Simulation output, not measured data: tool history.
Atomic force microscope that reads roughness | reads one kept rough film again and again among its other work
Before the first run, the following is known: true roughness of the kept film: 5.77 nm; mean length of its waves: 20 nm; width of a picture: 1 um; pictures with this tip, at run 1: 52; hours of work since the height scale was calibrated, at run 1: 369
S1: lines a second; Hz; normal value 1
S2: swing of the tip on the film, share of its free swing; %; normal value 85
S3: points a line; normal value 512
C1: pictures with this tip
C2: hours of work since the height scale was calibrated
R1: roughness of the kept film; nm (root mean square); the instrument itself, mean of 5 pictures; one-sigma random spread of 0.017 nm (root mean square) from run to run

run,hour,S1,S2,S3,C1,C2,R1
1,0,1,85,512,52,369,3.426
2,25.2,1,85,674,114,387,2.923
3,49.3,1,85,674,172,405,2.608
# hour 52.1: new tip fitted
4,73,1,79,674,51,422,3.565
5,90.5,0.93,85,512,94,435,3.159
6,108.4,1,85,278,138,448,2.777
# hour 125.4: new tip fitted
7,127.1,1,85,278,5,462,3.874
8,149.2,1,85,278,59,478,3.338
9,173.7,1,85,278,119,496,2.865
10,194.2,3.78,85,300,169,511,2.076
# hour 196.9: new tip fitted
11,211.8,3.78,85,300,37,524,2.76
12,223.5,3.78,85,300,65,532,2.576
13,237.4,1.88,89,695,99,543,2.747
14,250.5,1.88,89,695,131,552,2.542
15,266.4,1.88,77,695,170,564,2.596
# hour 269.8: new tip fitted
16,285.3,3.71,77,695,38,578,3.197
17,297.2,1,64,363,67,586,3.56
18,311.1,1,64,363,101,597,3.29

Branching from run 18: 3 alternative next runs. What would each branch give?
A,328.7,1,64,270,145,610,?
B,328.7,0.93,67,363,145,610,?
C,328.7,1.6,64,363,145,610,?

run,R1
A,2.953
B,2.999
C,2.952
Stripped of hidden state, with their random variation kept, the same runs would have yielded:
run,R1
A,4.194
B,4.263
C,4.196
